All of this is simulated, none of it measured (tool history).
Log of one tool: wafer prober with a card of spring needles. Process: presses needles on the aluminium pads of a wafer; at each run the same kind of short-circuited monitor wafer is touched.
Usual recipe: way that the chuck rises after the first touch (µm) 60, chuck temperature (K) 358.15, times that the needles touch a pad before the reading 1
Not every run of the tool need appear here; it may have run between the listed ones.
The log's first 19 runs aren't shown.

run	day	way that the chuck rises after the first touch (µm)	chuck temperature (K)	times that the needles touch a pad before the reading	resistance of one needle with its contact and lead (mohm)	way that a needle slides on the pad (µm)
# day 17.354: tips cleaned on abrasive film
# day 18.125: tips cleaned on abrasive film
20	18.592	47	339.15	2	301	10.98
# day 18.829: tips cleaned on abrasive film
# day 19.538: tips cleaned on abrasive film
21	19.538	47	339.15	2	240	10.89
# day 20.329: tips cleaned on abrasive film
22	20.358	47	339.15	2	242	10.86
23	21	51	315.15	2	305	11.84
# day 21.088: tips cleaned on abrasive film
24	21.625	51	315.15	2	294	11.77
# day 21.879: tips cleaned on abrasive film
25	22.367	48	361.15	3	282	11.06
# day 22.596: tips cleaned on abrasive film
26	22.971	60	358.15	2	272	13.85
# day 23.317: tips cleaned on abrasive film
27	23.862	60	358.15	2	288	13.88
# day 24.117: tips cleaned on abrasive film
28	24.625	41	358.15	1	400	9.25
# day 24.912: tips cleaned on abrasive film
29	25.362	56	330.15	1	322	12.86
# day 25.704: tips cleaned on abrasive film
# day 26.421: tips cleaned on abrasive film
30	26.679	56	330.15	1	302	12.78

Consider 4 possible next runs. They are alternatives, not a sequence: every one starts from the tool as it was left by run 30. What does each give?
# day 27.125: tips cleaned on abrasive film
# day 27.8: height of the first contact set anew
# day 27.862: tips cleaned on abrasive film
A	28.092	60	358.15	1	?	?
# day 27.125: tips cleaned on abrasive film
# day 27.8: height of the first contact set anew
# day 27.862: tips cleaned on abrasive film
B	28.092	80	320.15	1	?	?
# day 27.125: tips cleaned on abrasive film
# day 27.8: height of the first contact set anew
# day 27.862: tips cleaned on abrasive film
C	28.092	62	358.15	1	?	?
# day 27.125: tips cleaned on abrasive film
# day 27.8: height of the first contact set anew
# day 27.862: tips cleaned on abrasive film
D	28.092	75	336.15	1	?	?

run	resistance of one needle with its contact and lead (mohm)	way that a needle slides on the pad (µm)
A	283	14.45
B	253	19.26
C	283	14.94
D	266	18.07
Without the tool's unlogged condition, the same runs would have read:
run	resistance of one needle with its contact and lead (mohm)	way that a needle slides on the pad (µm)
A	230	14.47
B	217	19.28
C	232	14.96
D	226	18.09
